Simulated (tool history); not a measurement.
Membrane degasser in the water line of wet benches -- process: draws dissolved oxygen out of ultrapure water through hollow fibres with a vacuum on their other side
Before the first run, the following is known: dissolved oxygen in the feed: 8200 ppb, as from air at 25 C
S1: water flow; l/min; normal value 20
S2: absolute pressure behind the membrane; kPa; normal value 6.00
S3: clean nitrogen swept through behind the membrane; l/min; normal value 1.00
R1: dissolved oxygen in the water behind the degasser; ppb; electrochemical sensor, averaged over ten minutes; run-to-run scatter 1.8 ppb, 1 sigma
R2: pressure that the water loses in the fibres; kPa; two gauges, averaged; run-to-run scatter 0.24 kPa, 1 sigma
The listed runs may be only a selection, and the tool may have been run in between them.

run	hour	S1	S2	S3	R1	R2
1	0.0	20	6.00	1.00	178.3	62.47
2	67.6	20	6.00	1.00	176.1	63.11
3	118.1	29	6.00	1.00	374.3	91.08
4	155.1	29	6.00	1.00	374.9	90.77
5	214.0	29	6.00	1.00	368.0	91.21
6	269.3	20	6.00	2.43	108.6	63.07
7	297.3	16	6.00	1.00	118.9	50.58
8	363.6	16	6.00	0.99	119.8	50.56
9	403.0	20	6.00	1.00	177.4	63.34
10	441.4	19	6.00	1.00	158.4	60.39
11	485.2	19	6.00	1.00	161.5	60.49
12	544.7	21	7.17	1.00	242.4	66.17
13	600.8	21	7.17	1.00	248.0	66.84
# hour 634.2: seals of the vacuum lines changed
14	641.5	21	7.52	1.00	263.7	66.63
15	695.8	21	3.66	0.67	98.4	66.99
16	735.9	12	8.66	0.57	253.6	38.65

Forecast run 17:
17	800.6	12	6.99	0.65	?	?

{"run 17": {"R1": 158.9, "R2": 38.69}}
Take away the tool's hidden state, keep the run-to-run variation as it was, and the same run would have given R1 158.8 ppb, R2 37.85 kPa.
